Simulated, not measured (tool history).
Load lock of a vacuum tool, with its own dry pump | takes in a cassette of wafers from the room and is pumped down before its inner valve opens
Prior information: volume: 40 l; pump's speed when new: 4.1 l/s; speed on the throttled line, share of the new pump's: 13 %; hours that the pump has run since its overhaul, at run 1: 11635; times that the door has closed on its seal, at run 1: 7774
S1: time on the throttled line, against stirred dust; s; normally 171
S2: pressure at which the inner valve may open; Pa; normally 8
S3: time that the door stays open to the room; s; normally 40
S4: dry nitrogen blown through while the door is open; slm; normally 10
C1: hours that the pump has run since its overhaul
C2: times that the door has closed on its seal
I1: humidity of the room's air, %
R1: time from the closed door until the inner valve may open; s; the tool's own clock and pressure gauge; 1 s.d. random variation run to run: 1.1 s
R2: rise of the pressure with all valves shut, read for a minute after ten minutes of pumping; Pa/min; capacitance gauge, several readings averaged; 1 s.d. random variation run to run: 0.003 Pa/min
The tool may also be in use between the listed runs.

Run 1, hour 0: usual settings; C1 11635; C2 7774; I1 43.9. Result: R1 251.7 s, R2 0.043 Pa/min.
Run 2, hour 206.9: usual settings; C1 11841; C2 8024; I1 45. Result: R1 252.4 s, R2 0.042 Pa/min.
Run 3, hour 357.9: usual settings but S4 6 slm; C1 11992; C2 8207; I1 49.9. Result: R1 251.6 s, R2 0.041 Pa/min.
Run 4, hour 484.1: usual settings but S4 6 slm; C1 12119; C2 8360; I1 44.7. Result: R1 252.2 s, R2 0.04 Pa/min.
Run 5, hour 587.6: usual settings; C1 12222; C2 8485; I1 47. Result: R1 251 s, R2 0.048 Pa/min.
Run 6, hour 711.7: usual settings but S3 35 s; C1 12346; C2 8635; I1 46.1. Result: R1 253.3 s, R2 0.038 Pa/min.
Run 7, hour 852.8: usual settings but S2 9 Pa; C1 12487; C2 8806; I1 41.2. Result: R1 250.4 s, R2 0.037 Pa/min.
Run 8, hour 1048.5: usual settings but S2 9 Pa; C1 12683; C2 9042; I1 42.8. Result: R1 250.1 s, R2 0.047 Pa/min.
Run 9, hour 1178.9: usual settings but S2 9 Pa; C1 12813; C2 9200; I1 43.1. Result: R1 249.8 s, R2 0.042 Pa/min.
Run 10, hour 1355.7: usual settings; C1 12990; C2 9414; I1 46.3. Result: R1 253.2 s, R2 0.042 Pa/min.
Run 11, hour 1462.8: usual settings; C1 13097; C2 9544; I1 43.6. Result: R1 252 s, R2 0.043 Pa/min.
Run 12, hour 1656.5: usual settings but S3 25 s; C1 13291; C2 9778; I1 45.3. Result: R1 252.5 s, R2 0.038 Pa/min.
Run 13, hour 1762.1: usual settings but S3 25 s; C1 13397; C2 9906; I1 48.8. Result: R1 253.2 s, R2 0.047 Pa/min.
Run 14, hour 1924.5: usual settings; C1 13559; C2 10102; I1 45.4. Result: R1 252.1 s, R2 0.049 Pa/min.
Run 15, hour 2015.4: usual settings; C1 13650; C2 10212; I1 45.6. Result: R1 253.2 s, R2 0.045 Pa/min.
Run 16, hour 2137.8: usual settings but S1 93 s; C1 13772; C2 10360; I1 46.4. Result: R1 186.3 s, R2 0.044 Pa/min.
Run 17, hour 2326.9: usual settings but S2 11 Pa; C1 13961; C2 10589; I1 41. Result: R1 248.5 s, R2 0.046 Pa/min.
Run 18, hour 2505.5: usual settings but S3 28 s; C1 14140; C2 10805; I1 44.5. Result: R1 251 s, R2 0.048 Pa/min.
At hour 2620.9: dry pump taken out, an overhauled one fitted.
Run 19, hour 2651.1: usual settings but S1 120 s, S4 12 slm; C1 30; C2 10974; I1 44.3. Result: R1 198.1 s, R2 0.046 Pa/min.
Run 20, hour 2826.6: usual settings but S1 120 s, S4 12 slm; C1 206; C2 11187; I1 45.1. Result: R1 196.5 s, R2 0.044 Pa/min.
Run 21, hour 3022.1: usual settings but S1 144 s, S2 12 Pa, S3 121 s; C1 401; C2 11423; I1 49.1. Result: R1 213.6 s, R2 0.07 Pa/min.
Run 22, hour 3174.4: usual settings but S2 7 Pa, S4 40 slm; C1 554; C2 11608; I1 43.3. Result: R1 242.8 s, R2 0.041 Pa/min.
Run 23, hour 3295.4: usual settings but S1 298 s, S2 6 Pa; C1 675; C2 11754; I1 45.1. Result: R1 357.8 s, R2 0.051 Pa/min.
Run 24, hour 3473.7: usual settings but S1 112 s, S2 10 Pa, S3 51 s, S4 21 slm; C1 853; C2 11970; I1 44.3. Result: R1 187.4 s, R2 0.048 Pa/min.
Run 25, hour 3658.9: usual settings but S1 274 s, S2 16 Pa, S3 51 s, S4 6 slm; C1 1038; C2 12194; I1 45.1. Result: R1 327.8 s, R2 0.056 Pa/min.
Run 26, hour 3800.2: usual settings but S1 274 s, S2 6 Pa, S3 191 s, S4 5 slm; C1 1179; C2 12365; I1 46.9. Result: R1 333.1 s, R2 0.088 Pa/min.
Run 27, hour 4009.9: usual settings but S1 274 s, S2 6 Pa, S3 191 s, S4 5 slm; C1 1389; C2 12618; I1 48.2. Result: R1 333.8 s, R2 0.085 Pa/min.
Run 28, hour 4210.4: usual settings but S1 274 s, S2 6 Pa, S3 191 s, S4 5 slm; C1 1590; C2 12861; I1 45.1. Result: R1 337 s, R2 0.086 Pa/min.
Run 29, hour 4315.9: usual settings but S1 274 s, S2 6 Pa, S3 59 s, S4 5 slm; C1 1695; C2 12989; I1 43.2. Result: R1 334.1 s, R2 0.063 Pa/min.
Run 30, hour 4537.8: usual settings but S1 295 s, S3 80 s, S4 38 slm; C1 1917; C2 13257; I1 44.8. Result: R1 351.3 s, R2 0.056 Pa/min.
Run 31, hour 4764.7: usual settings but S1 295 s, S3 80 s, S4 38 slm; C1 2144; C2 13532; I1 47.4. Result: R1 352.5 s, R2 0.059 Pa/min.
Run 32, hour 4935.3: usual settings but S2 16 Pa, S3 232 s; C1 2314; C2 13738; I1 43.6. Result: R1 234.5 s, R2 0.085 Pa/min.
Run 33, hour 5058.5: usual settings but S2 16 Pa, S3 105 s, S4 26 slm; C1 2438; C2 13887; I1 46.4. Result: R1 235.3 s, R2 0.064 Pa/min.
Run 34, hour 5202.4: usual settings but S2 16 Pa, S3 105 s, S4 26 slm; C1 2582; C2 14061; I1 42.5. Result: R1 237.8 s, R2 0.067 Pa/min.
Run 35, hour 5346.2: usual settings but S2 16 Pa, S3 105 s, S4 26 slm; C1 2725; C2 14235; I1 44.7. Result: R1 237 s, R2 0.064 Pa/min.
Run 36, hour 5453.5: usual settings but S1 98 s, S4 6 slm; C1 2833; C2 14365; I1 45.2. Result: R1 180.3 s, R2 0.053 Pa/min.

Table of differences, measured result less the result of that run with no hidden state. Run-to-run variation is the same in both. Gauge scatter possibly is not:
Hidden conditions of the tool in this case: pump's speed, % of a new pump's; leak at the door's seal, Pa l/s; drift of the gauge itself on ready_s, %; drift of the gauge itself on rise_pa_min, %.
run     R1      R2
  1   +8.8  +0.018
  2     +9  +0.018
  3   +9.1  +0.019
  4   +9.2  +0.019
  5   +9.2  +0.019
  6   +9.4   +0.02
  7   +9.1   +0.02
  8   +9.2  +0.021
  9   +9.3  +0.022
 10   +9.9  +0.022
 11   +9.9  +0.022
 12  +10.1  +0.023
 13  +10.2  +0.023
 14  +10.3  +0.023
 15  +10.5  +0.024
 16  +11.9  +0.025
 17   +9.9  +0.025
 18  +10.7  +0.027
 19   -1.1  +0.026
 20   -1.1  +0.027
 21   -0.9  +0.028
 22   -0.7  +0.028
 23   -0.6  +0.029
 24   -0.6   +0.03
 25   -0.3   +0.03
 26   -0.3  +0.031
 27   -0.2  +0.032
 28   -0.1  +0.033
 29     +0  +0.033
 30   +0.2  +0.034
 31   +0.2  +0.034
 32   +0.3  +0.035
 33   +0.4  +0.037
 34   +0.6  +0.036
 35   +0.6  +0.038
 36   +0.8  +0.038

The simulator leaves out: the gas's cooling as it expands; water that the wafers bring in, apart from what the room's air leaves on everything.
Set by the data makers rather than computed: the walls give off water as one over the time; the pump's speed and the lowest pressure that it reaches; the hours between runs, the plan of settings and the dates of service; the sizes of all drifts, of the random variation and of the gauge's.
